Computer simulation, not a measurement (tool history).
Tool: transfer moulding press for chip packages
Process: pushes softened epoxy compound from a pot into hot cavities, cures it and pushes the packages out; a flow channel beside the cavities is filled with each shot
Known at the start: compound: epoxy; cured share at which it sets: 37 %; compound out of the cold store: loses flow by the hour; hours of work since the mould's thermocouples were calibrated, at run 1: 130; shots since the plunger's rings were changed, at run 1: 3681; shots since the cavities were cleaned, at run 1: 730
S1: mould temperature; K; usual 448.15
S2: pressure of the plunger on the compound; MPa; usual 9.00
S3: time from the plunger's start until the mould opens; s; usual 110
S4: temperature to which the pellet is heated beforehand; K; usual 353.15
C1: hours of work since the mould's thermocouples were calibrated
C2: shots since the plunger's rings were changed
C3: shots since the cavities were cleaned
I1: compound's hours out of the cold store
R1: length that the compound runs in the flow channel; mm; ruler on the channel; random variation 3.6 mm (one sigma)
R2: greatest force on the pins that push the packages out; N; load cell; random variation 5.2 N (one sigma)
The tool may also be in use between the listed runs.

run,hour,S1,S2,S3,S4,C1,C2,C3,I1,R1,R2
1,0.0,448.15,9.00,110,353.15,130,3681,730,31.4,669,213
2,8.5,448.15,9.00,110,353.15,134,3753,802,33.5,668,211
3,12.5,448.15,9.00,146,353.15,136,3787,836,10.5,719,191
4,18.6,448.15,9.00,110,358.15,139,3839,888,43.9,643,212
5,22.7,448.15,9.00,110,358.15,141,3873,922,9.4,721,211
6,29.1,448.15,9.00,110,358.15,145,3927,976,17.7,697,215
# hour 33.5: cavities cleaned with cleaning compound and waxed
7,39.5,448.15,9.00,114,353.15,149,4003,51,33.9,660,206
8,46.1,448.15,9.00,114,353.15,152,4059,107,43.3,640,199
9,52.8,448.15,9.00,110,353.15,156,4116,164,41.7,643,201
10,60.2,448.15,9.00,110,358.15,160,4179,227,14.2,706,206
11,68.2,449.15,8.34,110,355.15,164,4246,294,13.2,684,207
12,73.5,449.15,6.86,110,354.15,166,4290,338,40.8,568,198
13,81.1,444.15,8.13,112,344.15,170,4355,403,34.9,635,217
14,86.9,448.15,7.71,110,353.15,173,4404,452,32.6,620,207
15,93.9,448.15,7.71,110,353.15,177,4463,511,8.9,664,212
16,101.9,452.15,8.88,127,359.15,181,4531,579,21.6,675,200
17,106.1,452.15,8.88,127,359.15,183,4567,615,21.0,680,198
18,111.1,452.15,10.44,121,359.15,185,4609,657,23.0,729,193

Run 19 comes next. What will it give?
19,119.2,447.15,10.44,105,359.15,190,4677,725,46.0,?,?

Run 19 gave R1 690 mm, R2 208 N.
Without the tool's hidden state the same run would have given R1 693 mm, R2 204 N.
